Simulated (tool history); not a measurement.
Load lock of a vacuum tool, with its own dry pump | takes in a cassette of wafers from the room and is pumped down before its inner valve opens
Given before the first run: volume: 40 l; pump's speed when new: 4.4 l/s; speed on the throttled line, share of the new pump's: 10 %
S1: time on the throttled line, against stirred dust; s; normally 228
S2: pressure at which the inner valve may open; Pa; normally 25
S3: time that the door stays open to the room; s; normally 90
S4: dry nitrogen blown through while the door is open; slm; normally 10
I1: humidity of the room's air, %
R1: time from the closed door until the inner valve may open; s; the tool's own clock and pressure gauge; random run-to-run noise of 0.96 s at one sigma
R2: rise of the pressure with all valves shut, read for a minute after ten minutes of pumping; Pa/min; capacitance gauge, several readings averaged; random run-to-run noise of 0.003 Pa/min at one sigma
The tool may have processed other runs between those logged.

run 1 hour=0.0 | S1=228 S2=25 S3=90 S4=10 | I1=44.8 | R1=288.9 R2=0.205
run 2 hour=243.3 | S1=228 S2=25 S3=90 S4=10 | I1=43.1 | R1=292.9 R2=0.218
run 3 hour=406.5 | S1=228 S2=25 S3=90 S4=10 | I1=44.3 | R1=290.4 R2=0.218
run 4 hour=619.6 | S1=228 S2=25 S3=90 S4=10 | I1=43.0 | R1=289.9 R2=0.216
run 5 hour=800.4 | S1=228 S2=25 S3=90 S4=10 | I1=43.1 | R1=291.4 R2=0.220
run 6 hour=919.8 | S1=355 S2=25 S3=214 S4=10 | I1=44.2 | R1=403.3 R2=0.269
run 7 hour=1086.5 | S1=226 S2=25 S3=131 S4=43 | I1=47.8 | R1=290.2 R2=0.218
run 8 hour=1318.9 | S1=228 S2=34 S3=35 S4=10 | I1=44.3 | R1=289.3 R2=0.215
run 9 hour=1553.5 | S1=228 S2=34 S3=35 S4=10 | I1=42.8 | R1=287.8 R2=0.221

What does the tool deliver on the next run?
run 10 hour=1766.6 | S1=169 S2=24 S3=36 S4=43 | I1=46.4 | R1=? R2=?

{"run 10": {"R1": 240.9, "R2": 0.226}}
The same run, on a tool lacking any hidden state, would have yielded R1 229.3 s, R2 0.020 Pa/min.

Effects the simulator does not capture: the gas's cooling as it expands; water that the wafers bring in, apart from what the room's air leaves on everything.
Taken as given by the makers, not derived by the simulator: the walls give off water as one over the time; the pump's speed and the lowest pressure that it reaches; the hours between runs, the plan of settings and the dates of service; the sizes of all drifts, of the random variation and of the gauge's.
